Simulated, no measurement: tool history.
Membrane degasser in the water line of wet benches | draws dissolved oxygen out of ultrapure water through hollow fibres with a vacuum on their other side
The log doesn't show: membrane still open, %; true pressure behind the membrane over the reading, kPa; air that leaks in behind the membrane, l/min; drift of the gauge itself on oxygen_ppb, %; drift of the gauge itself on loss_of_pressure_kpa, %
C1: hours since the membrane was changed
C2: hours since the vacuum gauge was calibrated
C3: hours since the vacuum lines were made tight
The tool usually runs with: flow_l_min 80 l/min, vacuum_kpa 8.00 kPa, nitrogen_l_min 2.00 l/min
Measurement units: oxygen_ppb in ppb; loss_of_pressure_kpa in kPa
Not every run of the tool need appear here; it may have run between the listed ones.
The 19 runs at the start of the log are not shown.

run 20 hour=663.6 | flow_l_min=97 vacuum_kpa=5.28 nitrogen_l_min=2.00 | C1=2409 C2=1285 C3=6914 | oxygen_ppb=240.8 loss_of_pressure_kpa=37.18
run 21 hour=689.4 | flow_l_min=97 vacuum_kpa=5.28 nitrogen_l_min=2.00 | C1=2435 C2=1311 C3=6939 | oxygen_ppb=239.7 loss_of_pressure_kpa=37.36
run 22 hour=717.2 | flow_l_min=117 vacuum_kpa=10.75 nitrogen_l_min=2.78 | C1=2463 C2=1339 C3=6967 | oxygen_ppb=686.3 loss_of_pressure_kpa=44.36
-- hour=734.9 seals of the vacuum lines changed
run 23 hour=767.0 | flow_l_min=80 vacuum_kpa=16.85 nitrogen_l_min=2.00 | C1=2511 C2=1387 C3=32 | oxygen_ppb=987.9 loss_of_pressure_kpa=30.37
-- hour=770.4 vacuum gauge calibrated
run 24 hour=795.6 | flow_l_min=80 vacuum_kpa=16.85 nitrogen_l_min=2.00 | C1=2539 C2=25 C3=60 | oxygen_ppb=1003.3 loss_of_pressure_kpa=30.74
run 25 hour=822.1 | flow_l_min=64 vacuum_kpa=9.97 nitrogen_l_min=2.00 | C1=2566 C2=52 C3=87 | oxygen_ppb=438.9 loss_of_pressure_kpa=24.75
run 26 hour=857.7 | flow_l_min=74 vacuum_kpa=8.00 nitrogen_l_min=2.00 | C1=2601 C2=87 C3=122 | oxygen_ppb=366.1 loss_of_pressure_kpa=28.63
run 27 hour=897.9 | flow_l_min=74 vacuum_kpa=8.00 nitrogen_l_min=2.00 | C1=2641 C2=127 C3=162 | oxygen_ppb=361.7 loss_of_pressure_kpa=28.64
run 28 hour=937.6 | flow_l_min=74 vacuum_kpa=8.00 nitrogen_l_min=2.00 | C1=2681 C2=167 C3=202 | oxygen_ppb=366.1 loss_of_pressure_kpa=28.52
-- hour=944.9 vacuum gauge calibrated, once more
run 29 hour=977.3 | flow_l_min=74 vacuum_kpa=8.00 nitrogen_l_min=2.00 | C1=2720 C2=32 C3=241 | oxygen_ppb=362.4 loss_of_pressure_kpa=28.55
run 30 hour=1019.0 | flow_l_min=74 vacuum_kpa=8.00 nitrogen_l_min=2.00 | C1=2762 C2=74 C3=283 | oxygen_ppb=360.7 loss_of_pressure_kpa=28.45
run 31 hour=1043.2 | flow_l_min=54 vacuum_kpa=8.00 nitrogen_l_min=2.00 | C1=2786 C2=98 C3=307 | oxygen_ppb=275.6 loss_of_pressure_kpa=20.88
run 32 hour=1084.3 | flow_l_min=60 vacuum_kpa=5.01 nitrogen_l_min=3.59 | C1=2827 C2=139 C3=348 | oxygen_ppb=73.2 loss_of_pressure_kpa=23.17
run 33 hour=1121.3 | flow_l_min=60 vacuum_kpa=5.01 nitrogen_l_min=3.59 | C1=2864 C2=176 C3=385 | oxygen_ppb=70.9 loss_of_pressure_kpa=23.13

Alternative continuations, all from the tool just after run 33; predict every row:
run A hour=1164.6 | flow_l_min=50 vacuum_kpa=5.01 nitrogen_l_min=3.59 | C1=2907 C2=220 C3=429 | oxygen_ppb=? loss_of_pressure_kpa=?
run B hour=1164.6 | flow_l_min=60 vacuum_kpa=5.01 nitrogen_l_min=1.51 | C1=2907 C2=220 C3=429 | oxygen_ppb=? loss_of_pressure_kpa=?
run C hour=1164.6 | flow_l_min=80 vacuum_kpa=8.00 nitrogen_l_min=1.02 | C1=2907 C2=220 C3=429 | oxygen_ppb=? loss_of_pressure_kpa=?

run=A oxygen_ppb=59.4 loss_of_pressure_kpa=19.28
run=B oxygen_ppb=145.6 loss_of_pressure_kpa=23.20
run=C oxygen_ppb=610.8 loss_of_pressure_kpa=30.91
With no hidden state in the tool, these same runs would have given:
run=A oxygen_ppb=58.9 loss_of_pressure_kpa=18.60
run=B oxygen_ppb=144.2 loss_of_pressure_kpa=22.38
run=C oxygen_ppb=606.6 loss_of_pressure_kpa=29.82
